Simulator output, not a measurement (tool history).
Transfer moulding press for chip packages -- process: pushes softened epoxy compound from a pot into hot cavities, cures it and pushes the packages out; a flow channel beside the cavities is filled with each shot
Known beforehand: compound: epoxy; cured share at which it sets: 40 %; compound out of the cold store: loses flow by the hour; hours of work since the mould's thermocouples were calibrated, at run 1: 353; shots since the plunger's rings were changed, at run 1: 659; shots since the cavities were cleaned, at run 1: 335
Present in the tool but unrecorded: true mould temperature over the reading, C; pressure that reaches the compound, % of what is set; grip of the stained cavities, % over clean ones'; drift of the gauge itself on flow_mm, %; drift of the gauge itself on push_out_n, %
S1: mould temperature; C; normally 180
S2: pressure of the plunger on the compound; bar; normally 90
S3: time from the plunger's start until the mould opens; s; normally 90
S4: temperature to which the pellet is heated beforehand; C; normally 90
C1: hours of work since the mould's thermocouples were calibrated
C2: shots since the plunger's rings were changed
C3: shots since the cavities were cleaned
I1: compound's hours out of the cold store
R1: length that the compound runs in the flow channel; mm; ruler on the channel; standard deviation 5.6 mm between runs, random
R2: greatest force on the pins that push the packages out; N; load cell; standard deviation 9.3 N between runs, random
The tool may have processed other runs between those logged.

run   hour   S1     S2   S3  S4   C1    C2   C3    I1   R1   R2
  1      0  180     90   90  90  353   659  335  31.4  608  412
  2   11.2  180     90   90  90  360   804  480    18  643  453
  3   19.9  180     90  104  90  366   918  594  42.4  584  369
      25.6  -- cavities cleaned with cleaning compound and waxed
  4   28.7  180     90   90  90  370  1012   40  20.9  637  446
  5   39.6  180     90   90  90  377  1155  183  15.2  646  460
  6   47.8  180     90   90  90  383  1261  289  20.1  637  440
  7   54.8  180     90   90  90  387  1352  380  25.6  631  433
  8     69  180     90   90  90  396  1536  564    41  580  429
      77.8  -- cavities cleaned with cleaning compound and waxed
  9   79.3  182     90   90  90  402  1651   19  45.1  581  396
 10     89  182     90   90  90  409  1777  145    30  602  384
 11   99.6  182     90   90  90  415  1915  283  27.8  607  409
 12  107.5  182     90   90  90  421  2018  386  21.2  629  403
 13    123  180     90  114  90  431  2219  587  19.4  639  358
     129.7  -- cavities cleaned with cleaning compound and waxed
 14  138.4  185     90   90  90  440  2400  113  44.4  574  363
 15  146.6  185     90   90  90  445  2508  221  22.1  618  375
 16    162  174     90   90  93  455  2708  421  10.4  679  651
 17  170.6  176   88.1   90  90  460  2819  532  44.4  597  539
     181.6  -- cavities cleaned with cleaning compound and waxed
 18  181.9  175   95.9   90  90  467  2947    4  17.6  690  606
 19  189.6  183  102.7   77  89  472  3046  103  21.3  671  484
 20  197.2  183  102.7   77  89  477  3145  202  15.7  680  489
 21  204.9  180   69.5   90  90  482  3245  302  26.5  552  433
 22  216.8  180   83.4   90  90  489  3400  457  10.4  635  442
 23  229.6  180     90   90  83  498  3566  623  35.5  609  416
       234  -- cavities cleaned with cleaning compound and waxed
 24  243.4  174   86.1   99  87  506  3727  122  41.9  596  513
 25  249.9  174   80.9   99  87  510  3812  207  33.6  600  515
 26  262.9  187     88  120  99  518  3980  375  37.9  578  338
 27  272.3  175     97   83  97  524  4103  498  34.3  654  681
 28    280  184  107.1   90  90  529  4203  598   8.6  705  393

Alternative continuations, all from the tool just after run 28; predict every row:
       286  -- cavities cleaned with cleaning compound and waxed
  A  291.7  174  107.1   90  85  536  4336  74    25   ?   ?
       286  -- cavities cleaned with cleaning compound and waxed
  B  291.7  184  106.7  116  90  536  4336  74    27   ?   ?
       286  -- cavities cleaned with cleaning compound and waxed
  C  291.7  176   84.6   90  90  536  4336  74  30.4   ?   ?
       286  -- cavities cleaned with cleaning compound and waxed
  D  291.7  180   75.3   90  84  536  4336  74  23.8   ?   ?

run   R1   R2
  A  710  662
  B  659  342
  C  606  537
  D  570  421
With the hidden condition removed and each run's random variation left untouched, the same runs would have given:
run   R1   R2
  A  711  662
  B  660  342
  C  607  537
  D  571  421
